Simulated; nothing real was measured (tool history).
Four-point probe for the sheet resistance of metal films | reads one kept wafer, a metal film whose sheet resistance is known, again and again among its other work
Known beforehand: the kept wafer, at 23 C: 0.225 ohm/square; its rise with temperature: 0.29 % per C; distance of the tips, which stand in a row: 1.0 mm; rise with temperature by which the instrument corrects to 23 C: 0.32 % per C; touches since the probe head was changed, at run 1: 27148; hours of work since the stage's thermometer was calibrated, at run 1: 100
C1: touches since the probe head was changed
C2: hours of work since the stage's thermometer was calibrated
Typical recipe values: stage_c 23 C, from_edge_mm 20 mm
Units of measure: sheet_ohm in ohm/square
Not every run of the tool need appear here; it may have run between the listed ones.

{"run": 1, "day": 0.0, "stage_c": 23, "from_edge_mm": 20, "C1": 27148, "C2": 100, "sheet_ohm": 0.226236}
{"run": 2, "day": 1.254, "stage_c": 23, "from_edge_mm": 65, "C1": 27872, "C2": 124, "sheet_ohm": 0.225973}
{"run": 3, "day": 2.242, "stage_c": 23, "from_edge_mm": 65, "C1": 28441, "C2": 143, "sheet_ohm": 0.225962}
{"run": 4, "day": 3.133, "stage_c": 23, "from_edge_mm": 20, "C1": 28955, "C2": 160, "sheet_ohm": 0.226355}
{"run": 5, "day": 4.446, "stage_c": 23, "from_edge_mm": 20, "C1": 29714, "C2": 185, "sheet_ohm": 0.22629}
{"run": 6, "day": 6.0, "stage_c": 23, "from_edge_mm": 4, "C1": 30610, "C2": 214, "sheet_ohm": 0.233344}
{"run": 7, "day": 7.017, "stage_c": 23, "from_edge_mm": 4, "C1": 31196, "C2": 234, "sheet_ohm": 0.233335}
{"run": 8, "day": 8.625, "stage_c": 23, "from_edge_mm": 4, "C1": 32124, "C2": 265, "sheet_ohm": 0.23338}
{"run": 9, "day": 10.067, "stage_c": 23, "from_edge_mm": 12, "C1": 32955, "C2": 292, "sheet_ohm": 0.226875}
{"run": 10, "day": 11.612, "stage_c": 23, "from_edge_mm": 12, "C1": 33847, "C2": 322, "sheet_ohm": 0.226903}
{"run": 11, "day": 12.933, "stage_c": 23, "from_edge_mm": 12, "C1": 34609, "C2": 347, "sheet_ohm": 0.227101}
{"run": 12, "day": 14.583, "stage_c": 23, "from_edge_mm": 12, "C1": 35561, "C2": 378, "sheet_ohm": 0.226992}
{"run": 13, "day": 15.629, "stage_c": 23, "from_edge_mm": 12, "C1": 36165, "C2": 398, "sheet_ohm": 0.226983}
{"day": 15.754, "done": "stage's thermometer calibrated"}
{"run": 14, "day": 16.883, "stage_c": 23, "from_edge_mm": 12, "C1": 36877, "C2": 22, "sheet_ohm": 0.227124}
{"run": 15, "day": 18.688, "stage_c": 19, "from_edge_mm": 7, "C1": 37917, "C2": 56, "sheet_ohm": 0.228957}
{"run": 16, "day": 20.417, "stage_c": 23, "from_edge_mm": 13, "C1": 38914, "C2": 89, "sheet_ohm": 0.226933}
{"day": 21.379, "done": "stage's thermometer calibrated, once more"}
{"run": 17, "day": 21.425, "stage_c": 23, "from_edge_mm": 13, "C1": 39484, "C2": 1, "sheet_ohm": 0.226809}
{"run": 18, "day": 23.225, "stage_c": 23, "from_edge_mm": 13, "C1": 40523, "C2": 35, "sheet_ohm": 0.226801}

For run 19, what comes out?
{"run": 19, "day": 24.029, "stage_c": 18, "from_edge_mm": 38, "C1": 40986, "C2": 51, "sheet_ohm": "?"}

sheet_ohm: 0.226483 ohm/square
On a tool with no hidden condition, and with the same random variation, this run would have come out at sheet_ohm 0.225398 ohm/square.
